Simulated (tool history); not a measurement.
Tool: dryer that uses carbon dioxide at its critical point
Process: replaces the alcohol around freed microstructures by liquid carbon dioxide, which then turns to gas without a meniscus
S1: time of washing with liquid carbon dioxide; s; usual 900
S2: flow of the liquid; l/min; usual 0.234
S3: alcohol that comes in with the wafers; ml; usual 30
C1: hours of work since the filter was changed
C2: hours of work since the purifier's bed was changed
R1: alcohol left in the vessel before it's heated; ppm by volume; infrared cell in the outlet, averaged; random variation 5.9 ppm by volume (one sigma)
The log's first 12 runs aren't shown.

{"run": 13, "day": 13.379, "S1": 900, "S2": 0.234, "S3": 30, "C1": 170, "C2": 436, "R1": 417}
{"run": 14, "day": 14.771, "S1": 600, "S2": 0.234, "S3": 30, "C1": 181, "C2": 447, "R1": 2148}
{"run": 15, "day": 16.421, "S1": 600, "S2": 0.234, "S3": 30, "C1": 194, "C2": 460, "R1": 2211}
{"run": 16, "day": 17.454, "S1": 900, "S2": 0.234, "S3": 81, "C1": 203, "C2": 469, "R1": 1187}
{"run": 17, "day": 18.246, "S1": 900, "S2": 0.234, "S3": 81, "C1": 209, "C2": 475, "R1": 1181}
{"run": 18, "day": 18.954, "S1": 960, "S2": 0.234, "S3": 81, "C1": 215, "C2": 481, "R1": 894}
{"run": 19, "day": 20.338, "S1": 1020, "S2": 0.234, "S3": 30, "C1": 226, "C2": 492, "R1": 268}
{"run": 20, "day": 21.658, "S1": 1020, "S2": 0.234, "S3": 30, "C1": 237, "C2": 503, "R1": 290}
{"run": 21, "day": 22.95, "S1": 900, "S2": 0.234, "S3": 30, "C1": 247, "C2": 514, "R1": 539}
{"day": 23.746, "done": "inlet filter changed"}
{"run": 22, "day": 23.808, "S1": 900, "S2": 0.234, "S3": 30, "C1": 1, "C2": 520, "R1": 263}
{"run": 23, "day": 25.167, "S1": 900, "S2": 0.234, "S3": 30, "C1": 12, "C2": 531, "R1": 266}
{"run": 24, "day": 26.321, "S1": 900, "S2": 0.234, "S3": 30, "C1": 21, "C2": 541, "R1": 268}
{"run": 25, "day": 27.446, "S1": 900, "S2": 0.305, "S3": 31, "C1": 30, "C2": 550, "R1": 87}

Run 26 comes next. What will it give?
{"run": 26, "day": 28.942, "S1": 900, "S2": 0.305, "S3": 31, "C1": 42, "C2": 562, "R1": "?"}

Run 26 gave R1 86 ppm by volume.
Without the tool's hidden state the same run would have given R1 43 ppm by volume.
